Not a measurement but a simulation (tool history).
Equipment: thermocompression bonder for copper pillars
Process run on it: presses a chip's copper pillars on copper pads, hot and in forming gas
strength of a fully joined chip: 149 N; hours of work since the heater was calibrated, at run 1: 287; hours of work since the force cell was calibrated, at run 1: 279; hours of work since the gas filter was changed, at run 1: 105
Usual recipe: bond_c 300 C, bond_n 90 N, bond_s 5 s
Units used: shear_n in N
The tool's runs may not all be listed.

run	day	bond_c	bond_n	bond_s	hours of work since the heater was calibrated	hours of work since the force cell was calibrated	hours of work since the gas filter was changed	shear_n
1	0.000	300	90	5	287	279	105	73.3
2	0.533	300	90	7	294	285	112	82.4
3	0.975	300	90	13	299	291	117	98.9
4	1.471	300	90	5	305	297	123	73.0
5	1.950	300	90	5	311	303	129	72.9
6	2.433	284	90	5	317	309	135	61.5
7	2.888	284	90	5	323	314	141	61.5
8	3.438	279	85	14	330	321	148	79.7
9	3.912	290	128	5	335	327	153	88.6
# day 4.162: forming gas filter changed
10	4.346	290	128	5	340	332	2	94.5
11	4.950	290	128	5	348	339	10	92.3
12	5.558	315	92	7	355	347	17	96.7
13	5.971	284	81	3	361	352	22	46.6

Results for each run, recomputed without the tool's hidden state and with each run's random variation untouched:
Hidden state at play: true temperature of the bond over the reading, C; force that reaches the chip, % of what is set; oxide that the forming gas leaves, % of the face; drift of the gauge itself on shear_n, %.
run	shear_n
1	76.9
2	86.6
3	103.7
4	77.1
5	77.2
6	65.5
7	65.7
8	85.0
9	94.4
10	96.8
11	94.8
12	99.2
13	48.6

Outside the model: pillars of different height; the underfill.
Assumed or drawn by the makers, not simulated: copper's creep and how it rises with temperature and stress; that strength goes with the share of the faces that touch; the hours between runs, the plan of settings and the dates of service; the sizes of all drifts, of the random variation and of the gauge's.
